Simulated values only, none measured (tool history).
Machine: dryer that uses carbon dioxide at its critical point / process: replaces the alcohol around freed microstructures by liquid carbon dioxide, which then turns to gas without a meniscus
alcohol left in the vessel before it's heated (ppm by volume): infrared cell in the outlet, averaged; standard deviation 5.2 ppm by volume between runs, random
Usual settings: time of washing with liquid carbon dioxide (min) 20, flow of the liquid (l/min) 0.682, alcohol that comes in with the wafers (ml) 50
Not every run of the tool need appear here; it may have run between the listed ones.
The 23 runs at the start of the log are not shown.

run,day,time of washing with liquid carbon dioxide (min),flow of the liquid (l/min),alcohol that comes in with the wafers (ml),alcohol left in the vessel before it's heated (ppm by volume)
24,19.762,15,0.906,29,197
25,20.933,15,0.906,29,208
26,21.867,20,0.675,42,265
# day 22.592: inlet filter changed
27,22.888,20,0.597,34,218
28,23.875,20,1.091,22,101
29,24.921,20,1.091,22,121
30,25.433,20,1.091,22,107
31,26.046,28,0.449,22,182
32,27.021,26,0.585,69,195
33,28.233,18,0.585,93,876
34,29.188,18,0.585,93,936
35,30.383,26,0.682,27,161
36,30.921,14,0.682,30,581
37,32.017,14,0.682,30,592
38,32.983,14,0.682,30,618
39,33.883,16,0.682,30,457
# day 34.046: inlet filter changed
40,34.625,29,0.653,30,165
41,35.446,13,0.817,72,634
42,36.092,13,0.817,72,647
# day 36.575: purifier's bed changed
43,37.075,28,0.446,97,293
44,37.883,21,0.74,29,53

What if the next run were any one of these 4? Each begins from the tool's condition after run 44:
A,38.65,20,0.475,50,?
B,38.65,16,0.453,44,?
C,38.65,14,0.74,33,?
D,38.65,20,0.682,37,?

run,alcohol left in the vessel before it's heated (ppm by volume)
A,565
B,1213
C,299
D,97
Without the tool's unlogged condition, the same runs would have read:
run,alcohol left in the vessel before it's heated (ppm by volume)
A,427
B,984
C,219
D,61

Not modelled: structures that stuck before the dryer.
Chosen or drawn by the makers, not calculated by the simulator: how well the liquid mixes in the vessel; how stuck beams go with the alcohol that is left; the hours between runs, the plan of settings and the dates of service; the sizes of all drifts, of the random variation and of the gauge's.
